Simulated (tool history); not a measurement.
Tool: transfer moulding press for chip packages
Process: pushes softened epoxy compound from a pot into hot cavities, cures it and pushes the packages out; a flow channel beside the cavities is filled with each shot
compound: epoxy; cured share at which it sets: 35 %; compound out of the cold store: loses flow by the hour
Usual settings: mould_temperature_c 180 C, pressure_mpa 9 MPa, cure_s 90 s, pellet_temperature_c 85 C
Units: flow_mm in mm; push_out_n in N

run,hour,mould_temperature_c,pressure_mpa,cure_s,pellet_temperature_c,incoming compound's hours out of the cold store,flow_mm,push_out_n
1,0,180,9,90,85,34.3,652,489
# hour 43.5: cavities cleaned with cleaning compound and waxed
2,66.5,180,9,90,85,40.9,633,479
# hour 72.3: plunger's sealing rings changed
# hour 107.6: cavities cleaned with cleaning compound and waxed
3,137.3,180,9,90,85,27.6,666,490
# hour 174.5: cavities cleaned with cleaning compound and waxed
4,184.6,180,9,90,85,31.2,654,485
# hour 237.4: cavities cleaned with cleaning compound and waxed
5,247.3,181,9,90,85,22.5,664,480
# hour 301: mould's thermocouples calibrated
# hour 302.5: cavities cleaned with cleaning compound and waxed
6,308.9,177,9,90,85,40.3,646,589
# hour 366: cavities cleaned with cleaning compound and waxed
7,370.7,180,9,90,85,29.6,660,494
8,419.9,172,9,90,85,14.2,715,903
# hour 428.8: plunger's sealing rings changed
# hour 430.3: cavities cleaned with cleaning compound and waxed
9,453.7,172,9,90,85,39.1,667,878

Forecast run 10:
10,482.8,172,9,90,85,27.3,?,?

Run 10 gave flow_mm 698 mm, push_out_n 916 N.
Without the tool's hidden state the same run would have given flow_mm 698 mm, push_out_n 903 N.
